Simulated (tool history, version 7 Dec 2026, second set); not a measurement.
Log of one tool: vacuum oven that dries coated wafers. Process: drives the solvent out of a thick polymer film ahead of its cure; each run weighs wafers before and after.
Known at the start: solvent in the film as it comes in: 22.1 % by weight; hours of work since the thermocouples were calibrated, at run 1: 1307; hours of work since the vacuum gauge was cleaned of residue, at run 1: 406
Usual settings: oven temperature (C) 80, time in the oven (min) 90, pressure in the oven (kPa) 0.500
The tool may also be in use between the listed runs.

run	day	oven temperature (C)	time in the oven (min)	pressure in the oven (kPa)	hours of work since the thermocouples were calibrated	hours of work since the vacuum gauge was cleaned of residue	solvent left in the film (%)
1	0.000	80	90	0.500	1307	406	2.24
2	0.333	80	90	0.500	1312	411	2.19
3	0.808	80	45	0.500	1319	418	6.26
4	1.400	80	45	0.500	1328	426	6.17
5	1.750	80	45	0.408	1333	432	6.26
6	2.417	80	45	0.408	1343	442	6.21
7	3.079	80	90	0.500	1353	451	2.22
8	3.654	80	90	0.500	1362	460	2.16
9	3.983	80	90	0.500	1367	465	2.29
10	4.446	80	90	0.500	1373	472	2.21
11	4.771	80	90	0.500	1378	477	2.23
12	5.358	80	52	0.500	1387	485	5.25
13	5.771	80	52	0.500	1393	492	5.24
14	6.100	80	52	0.500	1398	497	5.34
15	6.788	80	52	0.500	1408	507	5.30
16	7.067	80	62	0.500	1413	511	4.15
17	7.508	80	90	0.500	1419	518	2.21
18	7.900	80	90	0.500	1425	523	2.24
19	8.525	86	90	0.500	1434	533	0.84
20	8.862	86	90	0.500	1439	538	0.88
21	9.312	86	90	0.500	1446	544	0.82
22	9.833	86	90	0.500	1454	552	0.83
23	10.488	93	90	0.500	1464	562	0.24
24	10.983	93	90	0.744	1471	569	0.22
25	11.400	77	87	0.296	1477	576	3.45
# day 11.512: oven's thermocouples calibrated
26	12.150	89	121	0.607	9	586	0.31
27	12.621	84	67	0.698	17	593	2.52
# day 13.183: oven's thermocouples calibrated, once more
28	13.333	84	67	0.698	2	602	1.88
29	13.888	84	67	0.698	10	610	1.91
30	14.304	84	67	0.698	17	616	1.86
31	14.817	84	67	0.698	24	624	1.89
32	15.192	71	58	0.669	30	630	8.28
33	15.721	71	46	1.462	38	638	9.85
34	16.238	71	46	1.462	45	645	9.87
35	16.688	79	52	0.500	52	652	4.99
36	17.200	79	52	0.500	60	660	5.07
37	17.833	79	52	0.500	69	669	5.12
38	18.312	79	52	0.500	76	676	5.13
39	18.742	66	69	0.267	83	683	9.38
40	19.400	81	142	1.181	93	692	0.76
41	19.967	81	142	1.181	101	701	0.74
42	20.342	81	142	1.181	107	706	0.70
43	20.742	68	100	1.960	113	712	6.53
44	21.075	68	100	1.960	118	717	6.71
45	21.638	68	100	1.960	126	726	6.62
46	22.254	69	85	1.231	135	735	6.94

Hidden state or all else? Some run-to-run changes of solvent left in the film (%), split into what the settings, what came in and random variation would give without the hidden state, and what is left for the hidden state (with any gauge scatter that isn't in both results):
The hidden state here: true wafer temperature over the reading, C; true pressure over the reading, kPa; drift of the gauge itself on solvent_pct, %.
Run 24 -> 25: oven temperature (C) 93 -> 77, time in the oven (min) 90 -> 87, pressure in the oven (kPa) 0.744 -> 0.296. solvent left in the film (%) +3.23: hidden state +0.49, all else +2.74.
Run 26 -> 27: oven temperature (C) 89 -> 84, time in the oven (min) 121 -> 67, pressure in the oven (kPa) 0.607 -> 0.698. solvent left in the film (%) +2.21: hidden state +0.50, all else +1.71.
Run 27 -> 28: oven's thermocouples calibrated, once more. solvent left in the film (%) -0.64: hidden state -0.62, all else -0.02.
Run 31 -> 32: oven temperature (C) 84 -> 71, time in the oven (min) 67 -> 58, pressure in the oven (kPa) 0.698 -> 0.669. solvent left in the film (%) +6.39: hidden state -0.03, all else +6.42.
Run 39 -> 40: oven temperature (C) 66 -> 81, time in the oven (min) 69 -> 142, pressure in the oven (kPa) 0.267 -> 1.181. solvent left in the film (%) -8.62: hidden state +0.06, all else -8.68.
Run 42 -> 43: oven temperature (C) 81 -> 68, time in the oven (min) 142 -> 100, pressure in the oven (kPa) 1.181 -> 1.960. solvent left in the film (%) +5.83: hidden state -0.04, all else +5.87.
